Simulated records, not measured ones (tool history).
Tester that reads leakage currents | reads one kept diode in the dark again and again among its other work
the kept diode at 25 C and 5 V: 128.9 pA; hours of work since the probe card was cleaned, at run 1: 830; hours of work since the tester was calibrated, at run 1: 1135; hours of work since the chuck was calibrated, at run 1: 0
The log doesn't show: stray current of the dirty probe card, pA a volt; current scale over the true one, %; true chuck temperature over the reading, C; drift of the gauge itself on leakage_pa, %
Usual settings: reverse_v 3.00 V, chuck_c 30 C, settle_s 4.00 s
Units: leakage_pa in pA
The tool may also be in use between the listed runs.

run    hour  reverse_v  chuck_c  settle_s  hours of work since the probe card was cleaned  hours of work since the tester was calibrated  hours of work since the chuck was calibrated  leakage_pa
  1     0.0       3.00       30      4.00                                             830                                           1135                                             0      169.95
  2   161.0       3.00       30      4.00                                             930                                           1235                                           100      173.52
  3   254.3       3.00       30      4.00                                             988                                           1293                                           157      173.73
  4   433.0       3.00       30      4.00                                            1098                                           1403                                           268      178.21
  5   530.5       3.00       49      4.00                                            1159                                           1464                                           328      951.16
  6   621.5       3.00       49      4.00                                            1215                                           1520                                           385      959.64
  7   748.3       3.00       49      4.00                                            1294                                           1598                                           463      971.99
  8   922.8       3.00       49      4.00                                            1402                                           1706                                           571      987.34
  9  1018.6       6.57       49      4.00                                            1461                                           1766                                           630     1450.53
 10  1159.5       6.57       49      4.00                                            1548                                           1853                                           718     1469.78
     1176.2  -- chuck's temperature calibrated
 11  1308.2       6.57       49      4.00                                            1639                                           1944                                            82     1345.69
 12  1395.7       3.00       30      4.00                                            1693                                           1998                                           136      174.92
 13  1561.4       2.23       55      0.41                                            1796                                           2100                                           238     1323.93
 14  1657.4       3.31       30      0.33                                            1855                                           2160                                           298      190.23
 15  1825.1       7.46       30      0.33                                            1959                                           2264                                           402      292.33
 16  2025.7      15.42       51      0.65                                            2083                                           2388                                           526     2566.02
 17  2184.9       3.00       30      7.85                                            2181                                           2486                                           624      191.39
 18  2288.4       3.00       30      0.89                                            2246                                           2550                                           688      193.34
     2352.3  -- chuck's temperature calibrated
 19  2372.9      12.67       39      4.00                                            2297                                           2602                                            13      777.41
 20  2482.1       3.00       56      4.00                                            2364                                           2669                                            80     1593.92
 21  2661.9      19.42       50      4.00                                            2475                                           2780                                           192     2489.24
 22  2826.7       3.00       30      3.28                                            2577                                           2882                                           294      177.77
     2852.9  -- tester calibrated
 23  2912.2       3.00       30      3.28                                            2629                                             37                                           345      174.07

Measured less the same run without the tool's hidden state. The same run-to-run variation is in both; the gauge's scatter may not be:
run  leakage_pa
  1       +7.52
  2      +10.63
  3      +12.23
  4      +15.58
  5      +75.73
  6      +83.38
  7      +95.18
  8     +110.02
  9     +175.47
 10     +195.27
 11      +63.37
 12      +12.58
 13      +86.57
 14      +18.65
 15      +36.31
 16     +278.80
 17      +27.87
 18      +29.70
 19      +33.01
 20      +47.72
 21     +138.57
 22      +15.73
 23      +11.95

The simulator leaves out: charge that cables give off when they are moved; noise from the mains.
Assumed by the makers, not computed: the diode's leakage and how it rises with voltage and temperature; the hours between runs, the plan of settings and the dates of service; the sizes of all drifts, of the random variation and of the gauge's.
